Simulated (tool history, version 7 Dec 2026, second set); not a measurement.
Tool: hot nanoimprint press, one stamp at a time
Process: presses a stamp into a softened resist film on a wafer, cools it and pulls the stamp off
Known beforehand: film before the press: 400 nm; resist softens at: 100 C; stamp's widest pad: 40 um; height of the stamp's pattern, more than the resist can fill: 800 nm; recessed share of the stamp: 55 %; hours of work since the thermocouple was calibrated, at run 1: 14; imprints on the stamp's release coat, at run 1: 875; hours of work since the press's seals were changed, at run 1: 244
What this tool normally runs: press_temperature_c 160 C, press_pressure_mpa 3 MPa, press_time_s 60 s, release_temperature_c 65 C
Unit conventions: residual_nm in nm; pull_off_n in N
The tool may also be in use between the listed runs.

| run | hour | press_temperature_c | press_pressure_mpa | press_time_s | release_temperature_c | hours of work since the thermocouple was calibrated | imprints on the stamp's release coat | hours of work since the press's seals were changed | residual_nm | pull_off_n |
|---|---|---|---|---|---|---|---|---|---|---|
| 1 | 0 | 160 | 3 | 60 | 65 | 14 | 875 | 244 | 212.4 | 162 |
| 2 | 80.1 | 160 | 3 | 60 | 65 | 46 | 1101 | 276 | 208.7 | 169 |
| 3 | 136.5 | 160 | 3 | 60 | 65 | 70 | 1260 | 300 | 210.9 | 171 |
| 4 | 183.5 | 160 | 3 | 43 | 65 | 89 | 1393 | 319 | 236.5 | 169 |
| 5 | 219.1 | 160 | 3 | 60 | 65 | 104 | 1494 | 334 | 211 | 178 |
| 6 | 285.3 | 160 | 3 | 60 | 65 | 131 | 1681 | 361 | 213 | 173 |
| 7 | 327.2 | 160 | 3 | 60 | 72 | 148 | 1799 | 378 | 210.5 | 170 |
|  | 376.3 | stamp cleaned and given a new release coat |
| 8 | 385.2 | 160 | 3 | 60 | 72 | 170 | 25 | 400 | 213.1 | 131 |
| 9 | 438.5 | 160 | 3 | 60 | 67 | 192 | 175 | 422 | 213.5 | 144 |
| 10 | 482.1 | 166 | 3 | 60 | 65 | 210 | 298 | 440 | 159.4 | 152 |
| 11 | 548.1 | 166 | 3 | 54 | 64 | 237 | 485 | 467 | 167.4 | 147 |
| 12 | 620.6 | 150 | 2.17 | 60 | 73 | 267 | 690 | 497 | 341 | 154 |

Forecast run 13:
| 13 | 703.7 | 160 | 3 | 106 | 65 | 301 | 924 | 531 | ? | ? |

{"run 13": {"residual_nm": 176.3, "pull_off_n": 155}}
Take away the tool's hidden state, keep the run-to-run variation as it was, and the same run would have given residual_nm 165.1 nm, pull_off_n 136 N.
